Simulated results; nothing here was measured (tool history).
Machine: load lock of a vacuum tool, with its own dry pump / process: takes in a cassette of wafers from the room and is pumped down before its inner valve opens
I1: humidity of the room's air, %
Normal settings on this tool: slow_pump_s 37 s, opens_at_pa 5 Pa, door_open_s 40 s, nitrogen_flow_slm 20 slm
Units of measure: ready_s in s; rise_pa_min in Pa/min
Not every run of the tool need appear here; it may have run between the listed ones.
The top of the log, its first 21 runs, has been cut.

Run 22, day 425.079: usual settings but slow_pump_s 62 s, door_open_s 27 s, nitrogen_flow_slm 15 slm; I1 44.5. Result: ready_s 85.7 s, rise_pa_min 0.296 Pa/min.
Run 23, day 438.333: usual settings but door_open_s 156 s, nitrogen_flow_slm 24 slm; I1 45.5. Result: ready_s 62.9 s, rise_pa_min 0.343 Pa/min.
Run 24, day 460.654: usual settings but door_open_s 156 s, nitrogen_flow_slm 24 slm; I1 43.3. Result: ready_s 64.3 s, rise_pa_min 0.389 Pa/min.
Run 25, day 489.708: usual settings but slow_pump_s 59 s, opens_at_pa 6 Pa, door_open_s 98 s, nitrogen_flow_slm 29 slm; I1 42.8. Result: ready_s 82.4 s, rise_pa_min 0.416 Pa/min.
Run 26, day 513.167: usual settings but slow_pump_s 68 s, opens_at_pa 9 Pa, door_open_s 53 s, nitrogen_flow_slm 22 slm; I1 46.7. Result: ready_s 89.5 s, rise_pa_min 0.435 Pa/min.
Run 27, day 531.175: usual settings but slow_pump_s 29 s, opens_at_pa 7 Pa, door_open_s 53 s, nitrogen_flow_slm 22 slm; I1 44.1. Result: ready_s 55.9 s, rise_pa_min 0.47 Pa/min.
At day 540.5: door's seal changed, seat wiped.
Run 28, day 551.512: usual settings but slow_pump_s 46 s, opens_at_pa 6 Pa, door_open_s 149 s, nitrogen_flow_slm 19 slm; I1 45.3. Result: ready_s 71.2 s, rise_pa_min 0.066 Pa/min.
Run 29, day 571.883: usual settings but slow_pump_s 43 s, opens_at_pa 6 Pa, door_open_s 146 s, nitrogen_flow_slm 7 slm; I1 44.9. Result: ready_s 68.2 s, rise_pa_min 0.091 Pa/min.
Run 30, day 591.112: usual settings but slow_pump_s 43 s, opens_at_pa 4 Pa, door_open_s 146 s, nitrogen_flow_slm 5 slm; I1 42.4. Result: ready_s 70.5 s, rise_pa_min 0.101 Pa/min.
Run 31, day 612.092: usual settings but slow_pump_s 43 s, opens_at_pa 4 Pa, door_open_s 146 s, nitrogen_flow_slm 5 slm; I1 43.9. Result: ready_s 70.8 s, rise_pa_min 0.111 Pa/min.
Run 32, day 627.379: usual settings but slow_pump_s 38 s, opens_at_pa 9 Pa, door_open_s 39 s, nitrogen_flow_slm 7 slm; I1 44.5. Result: ready_s 62.6 s, rise_pa_min 0.072 Pa/min.
Run 33, day 653.192: usual settings but slow_pump_s 38 s, opens_at_pa 9 Pa, door_open_s 39 s, nitrogen_flow_slm 7 slm; I1 42.2. Result: ready_s 64.4 s, rise_pa_min 0.09 Pa/min.
Run 34, day 670.817: usual settings but nitrogen_flow_slm 13 slm; I1 47.2. Result: ready_s 64.6 s, rise_pa_min 0.102 Pa/min.
Run 35, day 699.862: usual settings but slow_pump_s 32 s, nitrogen_flow_slm 22 slm; I1 43.4. Result: ready_s 60.5 s, rise_pa_min 0.115 Pa/min.
Run 36, day 723.867: usual settings but slow_pump_s 32 s, nitrogen_flow_slm 22 slm; I1 45.5. Result: ready_s 60.4 s, rise_pa_min 0.141 Pa/min.
Run 37, day 737.767: usual settings but slow_pump_s 33 s; I1 45.4. Result: ready_s 61.7 s, rise_pa_min 0.153 Pa/min.

Forecast each of these 4 alternatives for the next run:
Run A, day 759.783: usual settings but slow_pump_s 19 s; I1 47.2. Result: ready_s ?, rise_pa_min ?.
Run B, day 759.783: usual settings but slow_pump_s 21 s, door_open_s 121 s; I1 42. Result: ready_s ?, rise_pa_min ?.
Run C, day 759.783: usual settings but slow_pump_s 66 s, opens_at_pa 7 Pa; I1 44.1. Result: ready_s ?, rise_pa_min ?.
Run D, day 759.783: usual settings but slow_pump_s 33 s, door_open_s 59 s; I1 46.4. Result: ready_s ?, rise_pa_min ?.

run  ready_s  rise_pa_min
  A       49        0.189
  B     50.8        0.205
  C     88.6        0.185
  D     61.6        0.188
With no hidden state in the tool, these same runs would have given:
run  ready_s  rise_pa_min
  A     46.4        0.031
  B     48.2        0.047
  C     86.5        0.028
  D     59.2        0.028
